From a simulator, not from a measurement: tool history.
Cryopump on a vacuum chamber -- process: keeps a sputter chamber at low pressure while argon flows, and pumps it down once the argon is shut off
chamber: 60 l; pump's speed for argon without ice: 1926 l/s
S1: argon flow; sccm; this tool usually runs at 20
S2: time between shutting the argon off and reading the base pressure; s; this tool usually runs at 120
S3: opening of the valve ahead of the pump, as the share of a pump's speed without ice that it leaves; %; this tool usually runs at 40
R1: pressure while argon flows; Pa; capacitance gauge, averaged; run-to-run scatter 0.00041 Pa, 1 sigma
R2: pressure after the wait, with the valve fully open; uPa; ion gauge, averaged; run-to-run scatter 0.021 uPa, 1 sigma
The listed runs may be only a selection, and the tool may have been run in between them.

run   hour  S1   S2  S3      R1    R2
  1    0.0  20  120  40  0.0462  0.39
  2   15.4  20  120  40  0.0458  0.42
  3   25.4  20  120  40  0.0465  0.42
  4   39.4  20  120  40  0.0462  0.39
  5   49.9  20  120  40  0.0461  0.38
  6   70.8  20  120  40  0.0464  0.41
  7   84.3  20  120  40  0.0469  0.43
  8   98.6  20   86  59  0.0322  0.53
  9  117.8  30   24  21  0.1300  1.20
 10  133.2  20   33  40  0.0465  0.91
 11  145.3  20  123  40  0.0465  0.42
 12  156.7  20  107  18  0.1004  0.48
 13  178.3  20  107  18  0.1006  0.48
 14  195.1  20  107  18  0.1001  0.49

What if the next run were any one of these 4? Each begins from the tool's condition after run 14:
  A  214.1  20  112  26   ?   ?
  B  214.1  20   93  40   ?   ?
  C  214.1  14   90  33   ?   ?
  D  214.1  20   50  34   ?   ?

run      R1    R2
  A  0.0700  0.49
  B  0.0469  0.50
  C  0.0393  0.51
  D  0.0552  0.72
The same runs, with their run-to-run variation unchanged, on a tool lacking any hidden condition would have given:
run      R1    R2
  A  0.0671  0.37
  B  0.0440  0.39
  C  0.0372  0.40
  D  0.0522  0.60

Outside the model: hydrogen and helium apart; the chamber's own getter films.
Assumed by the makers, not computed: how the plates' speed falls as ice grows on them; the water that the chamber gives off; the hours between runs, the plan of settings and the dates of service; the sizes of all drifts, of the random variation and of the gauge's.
